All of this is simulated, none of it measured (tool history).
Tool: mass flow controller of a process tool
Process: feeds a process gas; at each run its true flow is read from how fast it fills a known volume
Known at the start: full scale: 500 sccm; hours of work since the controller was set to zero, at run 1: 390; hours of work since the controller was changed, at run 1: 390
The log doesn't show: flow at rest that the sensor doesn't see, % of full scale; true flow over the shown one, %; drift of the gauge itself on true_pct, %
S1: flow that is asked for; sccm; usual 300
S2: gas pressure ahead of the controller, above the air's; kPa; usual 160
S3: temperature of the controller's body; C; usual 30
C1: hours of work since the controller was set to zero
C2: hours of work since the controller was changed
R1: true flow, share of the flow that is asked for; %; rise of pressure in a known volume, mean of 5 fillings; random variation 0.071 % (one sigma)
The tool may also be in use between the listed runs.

run 1 hour=0 | S1=300 S2=160 S3=30 | C1=390 C2=390 | R1=99.84
run 2 hour=292 | S1=97 S2=160 S3=30 | C1=535 C2=535 | R1=99.26
run 3 hour=475.7 | S1=300 S2=160 S3=30 | C1=626 C2=626 | R1=99.97
run 4 hour=689.9 | S1=300 S2=225 S3=30 | C1=732 C2=732 | R1=99.58
run 5 hour=958 | S1=300 S2=225 S3=30 | C1=866 C2=866 | R1=99.58
run 6 hour=1143.6 | S1=300 S2=225 S3=38 | C1=958 C2=958 | R1=99.95
run 7 hour=1380.8 | S1=300 S2=225 S3=38 | C1=1076 C2=1076 | R1=99.92
run 8 hour=1601.6 | S1=300 S2=225 S3=38 | C1=1185 C2=1185 | R1=100.12
run 9 hour=1848.5 | S1=300 S2=225 S3=38 | C1=1308 C2=1308 | R1=100.22
run 10 hour=1992.2 | S1=300 S2=160 S3=30 | C1=1379 C2=1379 | R1=100.33
run 11 hour=2127.2 | S1=300 S2=160 S3=30 | C1=1447 C2=1447 | R1=100.2
run 12 hour=2373.2 | S1=300 S2=160 S3=30 | C1=1569 C2=1569 | R1=100.39
run 13 hour=2665.8 | S1=300 S2=160 S3=30 | C1=1714 C2=1714 | R1=100.34
run 14 hour=2928 | S1=300 S2=160 S3=30 | C1=1845 C2=1845 | R1=100.4
run 15 hour=3094 | S1=300 S2=160 S3=30 | C1=1927 C2=1927 | R1=100.55
run 16 hour=3270.8 | S1=300 S2=160 S3=30 | C1=2015 C2=2015 | R1=100.56
run 17 hour=3419 | S1=300 S2=159 S3=30 | C1=2089 C2=2089 | R1=100.54
run 18 hour=3712.4 | S1=300 S2=159 S3=30 | C1=2234 C2=2234 | R1=100.59
run 19 hour=3908 | S1=300 S2=159 S3=30 | C1=2332 C2=2332 | R1=100.59
run 20 hour=4064.6 | S1=300 S2=159 S3=30 | C1=2409 C2=2409 | R1=100.65
run 21 hour=4245.7 | S1=300 S2=159 S3=30 | C1=2499 C2=2499 | R1=100.71
run 22 hour=4398.7 | S1=300 S2=159 S3=30 | C1=2575 C2=2575 | R1=100.64
run 23 hour=4593.9 | S1=300 S2=159 S3=25 | C1=2672 C2=2672 | R1=100.54
run 24 hour=4751.8 | S1=62 S2=160 S3=34 | C1=2751 C2=2751 | R1=102.43
run 25 hour=5041.2 | S1=62 S2=160 S3=34 | C1=2895 C2=2895 | R1=102.53
run 26 hour=5312.8 | S1=256 S2=237 S3=31 | C1=3030 C2=3030 | R1=100.38
run 27 hour=5496.6 | S1=300 S2=160 S3=30 | C1=3121 C2=3121 | R1=101
run 28 hour=5722.1 | S1=110 S2=154 S3=30 | C1=3233 C2=3233 | R1=101.5
run 29 hour=5871.1 | S1=278 S2=273 S3=24 | C1=3307 C2=3307 | R1=99.95
run 30 hour=6105.8 | S1=256 S2=227 S3=30 | C1=3424 C2=3424 | R1=100.61
run 31 hour=6251.9 | S1=300 S2=160 S3=25 | C1=3496 C2=3496 | R1=100.75
run 32 hour=6544.6 | S1=392 S2=146 S3=30 | C1=3642 C2=3642 | R1=101.39
run 33 hour=6845.2 | S1=392 S2=146 S3=30 | C1=3791 C2=3791 | R1=101.35
run 34 hour=7112 | S1=391 S2=174 S3=28 | C1=3924 C2=3924 | R1=101.3
run 35 hour=7321.1 | S1=391 S2=174 S3=28 | C1=4028 C2=4028 | R1=101.27
run 36 hour=7487.1 | S1=380 S2=272 S3=28 | C1=4110 C2=4110 | R1=100.76
run 37 hour=7691.7 | S1=380 S2=272 S3=28 | C1=4212 C2=4212 | R1=100.78
run 38 hour=7906.7 | S1=380 S2=272 S3=28 | C1=4319 C2=4319 | R1=100.71
run 39 hour=8177.7 | S1=380 S2=272 S3=28 | C1=4453 C2=4453 | R1=100.78
run 40 hour=8449.3 | S1=380 S2=272 S3=28 | C1=4588 C2=4588 | R1=100.78
run 41 hour=8692 | S1=53 S2=248 S3=26 | C1=4709 C2=4709 | R1=104.65
run 42 hour=8984 | S1=110 S2=248 S3=26 | C1=4854 C2=4854 | R1=102.11
run 43 hour=9262.5 | S1=205 S2=193 S3=30 | C1=4992 C2=4992 | R1=101.63
run 44 hour=9485.2 | S1=205 S2=193 S3=30 | C1=5103 C2=5103 | R1=101.72
run 45 hour=9717.4 | S1=205 S2=193 S3=30 | C1=5219 C2=5219 | R1=101.88
run 46 hour=9947.6 | S1=110 S2=158 S3=21 | C1=5333 C2=5333 | R1=102.64

Forecast each of these 4 alternatives for the next run:
run A hour=10234.3 | S1=161 S2=165 S3=22 | C1=5475 C2=5475 | R1=?
run B hour=10234.3 | S1=300 S2=159 S3=33 | C1=5475 C2=5475 | R1=?
run C hour=10234.3 | S1=171 S2=158 S3=39 | C1=5475 C2=5475 | R1=?
run D hour=10234.3 | S1=76 S2=193 S3=24 | C1=5475 C2=5475 | R1=?

run=A R1=101.94
run=B R1=101.96
run=C R1=102.63
run=D R1=103.97
Without the tool's hidden state the same runs would have given:
run=A R1=98.67
run=B R1=99.73
run=C R1=99.49
run=D R1=98.21
